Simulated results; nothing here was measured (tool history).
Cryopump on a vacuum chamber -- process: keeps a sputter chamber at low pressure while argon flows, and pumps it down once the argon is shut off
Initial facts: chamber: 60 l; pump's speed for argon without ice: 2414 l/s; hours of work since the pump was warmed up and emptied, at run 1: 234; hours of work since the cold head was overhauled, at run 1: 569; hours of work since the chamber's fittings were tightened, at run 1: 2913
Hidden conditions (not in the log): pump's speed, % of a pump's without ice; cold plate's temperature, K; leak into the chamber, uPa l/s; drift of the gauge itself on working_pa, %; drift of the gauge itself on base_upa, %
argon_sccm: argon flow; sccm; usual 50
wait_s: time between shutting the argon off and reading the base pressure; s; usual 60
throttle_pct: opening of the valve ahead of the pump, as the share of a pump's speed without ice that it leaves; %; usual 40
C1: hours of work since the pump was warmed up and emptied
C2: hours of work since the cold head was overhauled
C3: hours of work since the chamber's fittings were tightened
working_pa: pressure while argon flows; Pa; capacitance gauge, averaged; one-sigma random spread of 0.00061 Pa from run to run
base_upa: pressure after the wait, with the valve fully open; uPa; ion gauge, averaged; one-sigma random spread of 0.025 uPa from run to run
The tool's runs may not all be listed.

Run 1, hour 0.0: usual settings; C1 234; C2 569; C3 2913. Result: working_pa 0.0986 Pa, base_upa 1.80 uPa.
Run 2, hour 22.3: usual settings; C1 243; C2 578; C3 2922. Result: working_pa 0.0998 Pa, base_upa 1.85 uPa.
Run 3, hour 39.8: usual settings; C1 251; C2 585; C3 2930. Result: working_pa 0.1006 Pa, base_upa 1.82 uPa.
Run 4, hour 63.2: usual settings; C1 260; C2 594; C3 2939. Result: working_pa 0.1000 Pa, base_upa 1.76 uPa.
Run 5, hour 83.1: usual settings; C1 268; C2 603; C3 2947. Result: working_pa 0.1006 Pa, base_upa 1.87 uPa.
Run 6, hour 108.1: usual settings; C1 278; C2 613; C3 2957. Result: working_pa 0.1018 Pa, base_upa 1.86 uPa.
Run 7, hour 144.8: usual settings but wait_s 22 s; C1 293; C2 628; C3 2972. Result: working_pa 0.1033 Pa, base_upa 3.43 uPa.
Run 8, hour 186.5: usual settings but argon_sccm 37 sccm, wait_s 22 s; C1 310; C2 645; C3 2989. Result: working_pa 0.0774 Pa, base_upa 3.49 uPa.
Run 9, hour 217.8: usual settings but argon_sccm 48 sccm, wait_s 266 s; C1 323; C2 658; C3 3002. Result: working_pa 0.1010 Pa, base_upa 1.27 uPa.
At hour 227.8: pump warmed up, emptied and cooled again.
Run 10, hour 262.3: usual settings but argon_sccm 48 sccm, wait_s 266 s; C1 14; C2 674; C3 3018. Result: working_pa 0.0856 Pa, base_upa 0.92 uPa.
Run 11, hour 292.4: usual settings but argon_sccm 61 sccm, wait_s 103 s, throttle_pct 43 %; C1 26; C2 686; C3 3031. Result: working_pa 0.1011 Pa, base_upa 1.26 uPa.
Run 12, hour 320.9: usual settings but argon_sccm 69 sccm, wait_s 57 s; C1 38; C2 698; C3 3042. Result: working_pa 0.1231 Pa, base_upa 1.66 uPa.
Run 13, hour 357.4: usual settings but argon_sccm 69 sccm, wait_s 57 s; C1 53; C2 712; C3 3057. Result: working_pa 0.1234 Pa, base_upa 1.70 uPa.
Run 14, hour 398.0: usual settings but argon_sccm 75 sccm, throttle_pct 23 %; C1 69; C2 729; C3 3074. Result: working_pa 0.2338 Pa, base_upa 1.62 uPa.
Run 15, hour 428.1: usual settings but argon_sccm 25 sccm, throttle_pct 23 %; C1 82; C2 741; C3 3086. Result: working_pa 0.0795 Pa, base_upa 1.70 uPa.
Run 16, hour 456.0: usual settings but argon_sccm 34 sccm, wait_s 30 s, throttle_pct 36 %; C1 93; C2 753; C3 3097. Result: working_pa 0.0691 Pa, base_upa 2.59 uPa.

Below are 3 alternative next runs, each starting from the tool's condition after run 16. Predict each:
Run A, hour 477.9: usual settings but argon_sccm 56 sccm, wait_s 53 s, throttle_pct 19 %; C1 102; C2 762; C3 3106. Result: working_pa ?, base_upa ?.
Run B, hour 477.9: usual settings but wait_s 211 s, throttle_pct 46 %; C1 102; C2 762; C3 3106. Result: working_pa ?, base_upa ?.
Run C, hour 477.9: usual settings but argon_sccm 27 sccm, wait_s 109 s; C1 102; C2 762; C3 3106. Result: working_pa ?, base_upa ?.

run  working_pa  base_upa
  A      0.2109      1.84
  B      0.0814      1.03
  C      0.0498      1.29
Without the tool's unlogged condition, the same runs would have read:
run  working_pa  base_upa
  A      0.2059      1.14
  B      0.0769      0.33
  C      0.0473      0.60

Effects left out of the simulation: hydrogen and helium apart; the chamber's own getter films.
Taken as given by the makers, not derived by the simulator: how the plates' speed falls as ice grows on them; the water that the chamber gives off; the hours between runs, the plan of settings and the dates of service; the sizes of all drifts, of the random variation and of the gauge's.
